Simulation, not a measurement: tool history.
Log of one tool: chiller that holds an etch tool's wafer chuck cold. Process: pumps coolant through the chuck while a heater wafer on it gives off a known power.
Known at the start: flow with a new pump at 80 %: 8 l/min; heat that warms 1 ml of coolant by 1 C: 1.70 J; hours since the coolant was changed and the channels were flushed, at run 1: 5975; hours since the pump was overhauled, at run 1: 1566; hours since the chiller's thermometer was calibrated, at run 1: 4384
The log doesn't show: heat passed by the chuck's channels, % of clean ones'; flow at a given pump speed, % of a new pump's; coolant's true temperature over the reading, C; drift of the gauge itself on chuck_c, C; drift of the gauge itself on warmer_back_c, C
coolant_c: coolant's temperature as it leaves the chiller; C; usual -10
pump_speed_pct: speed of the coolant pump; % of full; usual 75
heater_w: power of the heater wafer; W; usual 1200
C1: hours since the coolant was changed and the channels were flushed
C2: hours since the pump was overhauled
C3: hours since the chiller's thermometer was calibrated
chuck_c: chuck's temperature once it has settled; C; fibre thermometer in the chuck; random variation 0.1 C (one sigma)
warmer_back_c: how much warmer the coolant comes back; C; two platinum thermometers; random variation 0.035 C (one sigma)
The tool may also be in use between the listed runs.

run 1 hour=0 | coolant_c=-10 pump_speed_pct=75 heater_w=1200 | C1=5975 C2=1566 C3=4384 | chuck_c=5.4 warmer_back_c=5.69
run 2 hour=27.2 | coolant_c=-10 pump_speed_pct=75 heater_w=1200 | C1=6002 C2=1593 C3=4411 | chuck_c=5.5 warmer_back_c=5.7
run 3 hour=70.7 | coolant_c=-10 pump_speed_pct=75 heater_w=1200 | C1=6046 C2=1637 C3=4455 | chuck_c=5.6 warmer_back_c=5.68
run 4 hour=95.2 | coolant_c=-14 pump_speed_pct=75 heater_w=1200 | C1=6070 C2=1661 C3=4480 | chuck_c=1.7 warmer_back_c=5.76
-- hour=111.2 chiller's thermometer calibrated
run 5 hour=141.6 | coolant_c=-14 pump_speed_pct=97 heater_w=1200 | C1=6116 C2=1707 C3=30 | chuck_c=-1.5 warmer_back_c=4.32
run 6 hour=173.9 | coolant_c=-10 pump_speed_pct=75 heater_w=1200 | C1=6148 C2=1739 C3=63 | chuck_c=5.5 warmer_back_c=5.74
run 7 hour=208.9 | coolant_c=-10 pump_speed_pct=75 heater_w=1200 | C1=6183 C2=1774 C3=98 | chuck_c=5.3 warmer_back_c=5.73
run 8 hour=233.5 | coolant_c=-10 pump_speed_pct=75 heater_w=1200 | C1=6207 C2=1799 C3=122 | chuck_c=5.5 warmer_back_c=5.78
run 9 hour=259.1 | coolant_c=-10 pump_speed_pct=75 heater_w=1200 | C1=6233 C2=1824 C3=148 | chuck_c=5.5 warmer_back_c=5.75
run 10 hour=299.8 | coolant_c=-10 pump_speed_pct=75 heater_w=1200 | C1=6274 C2=1865 C3=189 | chuck_c=5.6 warmer_back_c=5.72
run 11 hour=343.4 | coolant_c=-10 pump_speed_pct=75 heater_w=1200 | C1=6317 C2=1909 C3=232 | chuck_c=5.5 warmer_back_c=5.75
run 12 hour=375.5 | coolant_c=-10 pump_speed_pct=75 heater_w=1200 | C1=6349 C2=1941 C3=264 | chuck_c=5.5 warmer_back_c=5.81
run 13 hour=432.3 | coolant_c=-10 pump_speed_pct=75 heater_w=1200 | C1=6406 C2=1998 C3=321 | chuck_c=5.5 warmer_back_c=5.8
run 14 hour=478.8 | coolant_c=-10 pump_speed_pct=75 heater_w=1200 | C1=6453 C2=2044 C3=368 | chuck_c=5.5 warmer_back_c=5.74
run 15 hour=507.9 | coolant_c=-10 pump_speed_pct=75 heater_w=1200 | C1=6482 C2=2073 C3=397 | chuck_c=5.5 warmer_back_c=5.74
run 16 hour=532.3 | coolant_c=-10 pump_speed_pct=75 heater_w=1200 | C1=6506 C2=2097 C3=421 | chuck_c=5.6 warmer_back_c=5.86
run 17 hour=562.3 | coolant_c=-10 pump_speed_pct=75 heater_w=1670 | C1=6536 C2=2128 C3=451 | chuck_c=11.5 warmer_back_c=8.08
run 18 hour=591.8 | coolant_c=-3 pump_speed_pct=75 heater_w=1180 | C1=6566 C2=2157 C3=481 | chuck_c=12.1 warmer_back_c=5.77
run 19 hour=622.5 | coolant_c=-19 pump_speed_pct=80 heater_w=1692 | C1=6596 C2=2188 C3=511 | chuck_c=1.5 warmer_back_c=7.68
run 20 hour=665.5 | coolant_c=-15 pump_speed_pct=75 heater_w=1198 | C1=6639 C2=2231 C3=554 | chuck_c=0.5 warmer_back_c=5.77
run 21 hour=698.6 | coolant_c=-19 pump_speed_pct=94 heater_w=1200 | C1=6673 C2=2264 C3=587 | chuck_c=-6.1 warmer_back_c=4.6
run 22 hour=737.3 | coolant_c=-19 pump_speed_pct=86 heater_w=1200 | C1=6711 C2=2303 C3=626 | chuck_c=-5.2 warmer_back_c=5.09
run 23 hour=768.9 | coolant_c=-19 pump_speed_pct=86 heater_w=1200 | C1=6743 C2=2334 C3=658 | chuck_c=-5.1 warmer_back_c=5.01
run 24 hour=820.4 | coolant_c=-19 pump_speed_pct=74 heater_w=1204 | C1=6794 C2=2386 C3=709 | chuck_c=-3.2 warmer_back_c=5.96
run 25 hour=870.4 | coolant_c=-10 pump_speed_pct=75 heater_w=1374 | C1=6844 C2=2436 C3=759 | chuck_c=7.8 warmer_back_c=6.7
run 26 hour=897.6 | coolant_c=-10 pump_speed_pct=77 heater_w=1225 | C1=6871 C2=2463 C3=786 | chuck_c=5.6 warmer_back_c=5.81
run 27 hour=947.8 | coolant_c=0 pump_speed_pct=87 heater_w=1200 | C1=6922 C2=2513 C3=837 | chuck_c=13.8 warmer_back_c=5.06
run 28 hour=1006.9 | coolant_c=0 pump_speed_pct=87 heater_w=1200 | C1=6981 C2=2572 C3=896 | chuck_c=13.8 warmer_back_c=5.04
run 29 hour=1032.7 | coolant_c=-17 pump_speed_pct=99 heater_w=1478 | C1=7007 C2=2598 C3=921 | chuck_c=-2.1 warmer_back_c=5.32
run 30 hour=1062 | coolant_c=-11 pump_speed_pct=75 heater_w=1200 | C1=7036 C2=2627 C3=951 | chuck_c=4.4 warmer_back_c=5.94
-- hour=1070.7 gauge calibrated
run 31 hour=1089.5 | coolant_c=-13 pump_speed_pct=75 heater_w=1200 | C1=7063 C2=2655 C3=978 | chuck_c=2.4 warmer_back_c=5.64
run 32 hour=1145.4 | coolant_c=-10 pump_speed_pct=75 heater_w=1781 | C1=7119 C2=2711 C3=1034 | chuck_c=13.1 warmer_back_c=8.52
run 33 hour=1198.2 | coolant_c=-10 pump_speed_pct=60 heater_w=656 | C1=7172 C2=2763 C3=1087 | chuck_c=0.3 warmer_back_c=4

Forecast each of these 3 alternatives for the next run:
run A hour=1240.7 | coolant_c=-13 pump_speed_pct=75 heater_w=1200 | C1=7215 C2=2806 C3=1129 | chuck_c=? warmer_back_c=?
run B hour=1240.7 | coolant_c=-14 pump_speed_pct=79 heater_w=656 | C1=7215 C2=2806 C3=1129 | chuck_c=? warmer_back_c=?
run C hour=1240.7 | coolant_c=-11 pump_speed_pct=67 heater_w=1507 | C1=7215 C2=2806 C3=1129 | chuck_c=? warmer_back_c=?

run=A chuck_c=2.6 warmer_back_c=5.7
run=B chuck_c=-5.9 warmer_back_c=3
run=C chuck_c=10.5 warmer_back_c=8.22
Without the tool's hidden state the same runs would have given:
run=A chuck_c=2.6 warmer_back_c=5.66
run=B chuck_c=-5.9 warmer_back_c=2.97
run=C chuck_c=10.5 warmer_back_c=8.18
